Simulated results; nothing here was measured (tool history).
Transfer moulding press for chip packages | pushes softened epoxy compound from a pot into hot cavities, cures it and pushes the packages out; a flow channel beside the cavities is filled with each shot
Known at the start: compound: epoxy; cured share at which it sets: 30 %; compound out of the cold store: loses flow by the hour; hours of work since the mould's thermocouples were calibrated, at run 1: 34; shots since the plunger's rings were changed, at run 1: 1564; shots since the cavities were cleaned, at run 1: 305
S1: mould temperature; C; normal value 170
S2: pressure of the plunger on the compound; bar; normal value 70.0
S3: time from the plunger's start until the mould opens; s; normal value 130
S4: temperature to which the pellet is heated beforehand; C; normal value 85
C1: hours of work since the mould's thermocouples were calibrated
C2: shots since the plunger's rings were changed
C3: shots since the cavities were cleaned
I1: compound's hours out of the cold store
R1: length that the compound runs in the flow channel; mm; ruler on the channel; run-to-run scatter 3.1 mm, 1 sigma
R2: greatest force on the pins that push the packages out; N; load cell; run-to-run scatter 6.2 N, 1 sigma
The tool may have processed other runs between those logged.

run	day	S1	S2	S3	S4	C1	C2	C3	I1	R1	R2
1	0.000	170	70.0	130	85	34	1564	305	29.5	494	335
2	0.479	170	70.0	130	85	43	1701	442	33.3	483	360
3	1.204	170	82.9	130	85	56	1907	648	11.5	602	410
4	1.871	170	70.0	130	85	69	2097	838	43.1	450	397
# day 1.988: cavities cleaned with cleaning compound and waxed
5	2.850	170	70.0	130	85	86	2358	245	10.8	549	330
6	3.438	170	70.0	133	85	97	2525	412	39.5	456	334
7	4.621	170	70.0	133	85	119	2863	750	26.8	490	397
# day 5.021: cavities cleaned with cleaning compound and waxed
8	5.492	169	70.0	130	85	134	3092	133	28.1	490	291
9	6.142	169	70.0	130	85	147	3277	318	45.7	434	329
10	6.821	170	65.7	130	85	159	3471	512	10.4	525	379
11	7.300	170	54.1	130	85	168	3608	649	16.4	458	387
12	7.954	165	70.0	130	85	181	3794	835	14.0	539	509
# day 8.112: cavities cleaned with cleaning compound and waxed
13	8.575	165	70.0	130	85	191	3953	131	13.7	533	346
14	9.208	165	70.0	130	85	203	4134	312	38.0	457	392
15	10.354	165	70.0	130	85	224	4459	637	36.0	464	461
# day 11.150: cavities cleaned with cleaning compound and waxed
16	11.354	165	70.0	114	80	242	4727	58	13.1	531	431
17	12.338	164	70.0	130	79	260	5007	338	36.8	454	416
18	12.988	173	70.0	123	79	272	5192	523	33.1	447	362
19	13.775	168	77.0	123	79	287	5416	747	47.6	435	434
# day 14.250: cavities cleaned with cleaning compound and waxed
20	14.729	169	72.8	146	85	304	5670	136	36.6	447	262
21	15.504	170	70.0	157	85	318	5891	357	39.2	426	312
22	16.571	171	70.0	157	85	338	6195	661	26.4	462	341
# day 17.325: cavities cleaned with cleaning compound and waxed
23	17.671	171	70.0	157	85	358	6490	98	39.3	425	251
24	18.629	171	70.0	157	85	376	6763	371	15.3	484	304
# day 19.121: plunger's sealing rings changed
25	19.638	177	70.0	157	87	393	147	629	14.4	540	320
# day 20.454: cavities cleaned with cleaning compound and waxed
26	20.625	170	75.8	130	85	410	411	49	43.1	479	244
27	21.812	170	60.1	115	78	432	748	386	11.7	519	386
28	22.525	175	73.0	115	78	446	952	590	8.8	572	369
# day 23.471: cavities cleaned with cleaning compound and waxed
29	23.550	175	73.0	115	78	464	1226	22	24.8	518	242

Branching from run 29: 3 alternative next runs. What would each branch give?
A	24.396	166	73.0	115	78	480	1467	263	15.4	?	?
B	24.396	176	78.2	130	93	480	1467	263	22.9	?	?
C	24.396	166	56.2	156	85	480	1467	263	10.5	?	?

run	R1	R2
A	565	448
B	536	292
C	506	319
Take away the tool's hidden state, keep each run's random variation, and the runs would have read:
run	R1	R2
A	583	352
B	552	214
C	522	238
